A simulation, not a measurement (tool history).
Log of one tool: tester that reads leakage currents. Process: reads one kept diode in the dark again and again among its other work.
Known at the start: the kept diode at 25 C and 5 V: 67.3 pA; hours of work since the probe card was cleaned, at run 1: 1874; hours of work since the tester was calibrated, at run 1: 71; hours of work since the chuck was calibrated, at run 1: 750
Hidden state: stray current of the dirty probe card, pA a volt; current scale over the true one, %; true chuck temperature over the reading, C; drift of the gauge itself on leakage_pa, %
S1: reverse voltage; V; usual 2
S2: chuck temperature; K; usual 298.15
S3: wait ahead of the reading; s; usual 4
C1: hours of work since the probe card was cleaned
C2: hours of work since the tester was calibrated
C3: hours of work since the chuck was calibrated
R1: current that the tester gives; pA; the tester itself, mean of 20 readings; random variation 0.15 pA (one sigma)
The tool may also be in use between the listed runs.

run   hour     S1      S2    S3    C1   C2    C3       R1
  1      0      2  298.15     4  1874   71   750    47.08
  2   28.5      2  295.15     4  1893   89   769    36.43
  3     49      2  295.15     4  1906  103   782    36.57
  4   76.6      2  298.15  0.62  1924  121   800    46.98
  5   97.6      2  298.15  4.19  1937  134   814    46.85
  6  127.7    3.4  298.15     4  1957  154   833    59.55
  7  149.3    3.4  298.15     4  1971  168   847    59.78
  8  169.8      2  298.15  3.29  1984  181   861    46.87
  9  195.6      2  302.15     4  2001  198   877    65.55
 10  211.1      2  302.15     4  2011  208   888    65.42
 11  238.5      2  302.15     4  2029  226   905    65.61
 12    261      2  296.15     4  2044  240   920    39.62
 13    289      2  296.15     4  2062  259   938    39.53
 14  311.7      2  314.15     4  2077  273   953    175.8
 15  334.9      2  314.15     4  2092  288   968   174.68
 16  354.4      2  314.15     4  2104  301   981   174.87
 17  372.7   7.63  328.15     4  2116  313   993   906.62
 18  402.6   7.63  328.15     4  2136  332  1012    910.9
 19  434.6   7.63  328.15     4  2156  353  1033   900.46
 20  455.5      2  321.15  1.08  2170  367  1046   301.83
     460.4  -- chuck's temperature calibrated
 21    486      2  321.15  1.08  2189  385    17    294.8
 22  508.4      2  297.15  0.96  2203  400    31     41.8
 23    532  11.28  308.15  1.42  2218  415    47   226.82
 24  550.1    1.2  325.15  1.73  2230  427    58   320.64
 25  572.9   2.01  325.15  4.19  2245  442    73   397.79
     583.8  -- chuck's temperature calibrated, once more
 26  601.1   2.01  325.15  4.19  2262  459    11   424.14
 27  619.7   2.01  325.15  4.19  2274  471    23   426.36
 28  636.8   2.01  325.15  3.78  2285  482    34   425.24
 29  664.6   2.01  325.15  3.78  2303  500    53   427.15
 30    697  14.66  326.15     4  2324  521    74  1072.54
 31  722.8   1.01  327.15  1.71  2341  538    90   369.49

Forecast each of these 4 alternatives for the next run:
  A  749.2  2.15  317.15  1.76  2358  555  108   ?
  B  749.2  2.91  298.15  0.31  2358  555  108   ?
  C  749.2     2  327.15  1.31  2358  555  108   ?
  D  749.2  5.59  295.15  1.71  2358  555  108   ?

run      R1
  A  237.78
  B   59.08
  C  491.29
  D   63.22
Without the tool's hidden state the same runs would have given:
run      R1
  A  236.01
  B    54.7
  C  491.48
  D   54.36
